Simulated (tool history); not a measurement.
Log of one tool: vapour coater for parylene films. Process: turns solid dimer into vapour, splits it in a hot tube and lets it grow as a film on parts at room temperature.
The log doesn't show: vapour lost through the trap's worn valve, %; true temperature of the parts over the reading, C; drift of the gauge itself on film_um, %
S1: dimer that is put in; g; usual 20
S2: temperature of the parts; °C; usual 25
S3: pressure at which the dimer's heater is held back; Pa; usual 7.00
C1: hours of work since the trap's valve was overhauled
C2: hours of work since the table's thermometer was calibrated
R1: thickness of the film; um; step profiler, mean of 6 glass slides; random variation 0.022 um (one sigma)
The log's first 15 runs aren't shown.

{"run": 16, "hour": 606.2, "S1": 20, "S2": 25, "S3": 4.02, "C1": 166, "C2": 1329, "R1": 9.13}
{"run": 17, "hour": 642.3, "S1": 20, "S2": 25, "S3": 4.02, "C1": 194, "C2": 1357, "R1": 9.07}
{"run": 18, "hour": 673.1, "S1": 20, "S2": 25, "S3": 7.0, "C1": 218, "C2": 1381, "R1": 8.32}
{"hour": 680.7, "done": "trap's valve overhauled"}
{"run": 19, "hour": 711.6, "S1": 20, "S2": 29, "S3": 7.0, "C1": 24, "C2": 1408, "R1": 7.78}
{"run": 20, "hour": 762.5, "S1": 20, "S2": 35, "S3": 7.0, "C1": 64, "C2": 1448, "R1": 6.69}
{"run": 21, "hour": 791.1, "S1": 20, "S2": 26, "S3": 2.88, "C1": 87, "C2": 1471, "R1": 9.55}
{"run": 22, "hour": 836.3, "S1": 20, "S2": 26, "S3": 2.88, "C1": 122, "C2": 1506, "R1": 9.45}
{"run": 23, "hour": 891.5, "S1": 24, "S2": 25, "S3": 10.61, "C1": 166, "C2": 1550, "R1": 9.46}
{"run": 24, "hour": 940.9, "S1": 20, "S2": 34, "S3": 3.7, "C1": 205, "C2": 1589, "R1": 7.4}
{"hour": 966.9, "done": "trap's valve overhauled"}
{"run": 25, "hour": 995.2, "S1": 25, "S2": 25, "S3": 11.79, "C1": 22, "C2": 1628, "R1": 9.93}
{"run": 26, "hour": 1042.0, "S1": 25, "S2": 25, "S3": 11.79, "C1": 59, "C2": 1665, "R1": 9.91}
{"run": 27, "hour": 1096.8, "S1": 25, "S2": 33, "S3": 11.79, "C1": 102, "C2": 1708, "R1": 8.06}
{"run": 28, "hour": 1122.4, "S1": 9, "S2": 19, "S3": 6.0, "C1": 122, "C2": 1728, "R1": 4.55}
{"run": 29, "hour": 1163.6, "S1": 25, "S2": 29, "S3": 7.6, "C1": 155, "C2": 1761, "R1": 9.45}
{"hour": 1205.0, "done": "table's thermometer calibrated"}
{"run": 30, "hour": 1205.0, "S1": 15, "S2": 25, "S3": 10.65, "C1": 186, "C2": 0, "R1": 5.7}
{"run": 31, "hour": 1230.5, "S1": 8, "S2": 22, "S3": 2.78, "C1": 206, "C2": 20, "R1": 4.03}
{"hour": 1253.5, "done": "trap's valve overhauled"}
{"run": 32, "hour": 1267.7, "S1": 9, "S2": 22, "S3": 2.78, "C1": 11, "C2": 46, "R1": 4.69}
{"run": 33, "hour": 1297.4, "S1": 20, "S2": 25, "S3": 2.73, "C1": 35, "C2": 69, "R1": 9.63}
{"run": 34, "hour": 1347.0, "S1": 20, "S2": 25, "S3": 2.73, "C1": 74, "C2": 108, "R1": 9.61}
{"run": 35, "hour": 1370.1, "S1": 20, "S2": 25, "S3": 2.73, "C1": 92, "C2": 127, "R1": 9.59}
{"run": 36, "hour": 1421.0, "S1": 27, "S2": 25, "S3": 7.76, "C1": 132, "C2": 167, "R1": 10.9}
{"run": 37, "hour": 1445.4, "S1": 11, "S2": 23, "S3": 4.76, "C1": 151, "C2": 186, "R1": 5.05}

Forecast each of these 4 alternatives for the next run:
{"run": "A", "hour": 1499.8, "S1": 14, "S2": 25, "S3": 7.0, "C1": 194, "C2": 229, "R1": "?"}
{"run": "B", "hour": 1499.8, "S1": 11, "S2": 36, "S3": 2.95, "C1": 194, "C2": 229, "R1": "?"}
{"run": "C", "hour": 1499.8, "S1": 20, "S2": 34, "S3": 7.0, "C1": 194, "C2": 229, "R1": "?"}
{"run": "D", "hour": 1499.8, "S1": 9, "S2": 18, "S3": 2.24, "C1": 194, "C2": 229, "R1": "?"}

run=A R1=5.69
run=B R1=3.91
run=C R1=6.51
run=D R1=5.20
Without the tool's hidden state the same runs would have given:
run=A R1=5.91
run=B R1=4.06
run=C R1=6.77
run=D R1=5.40
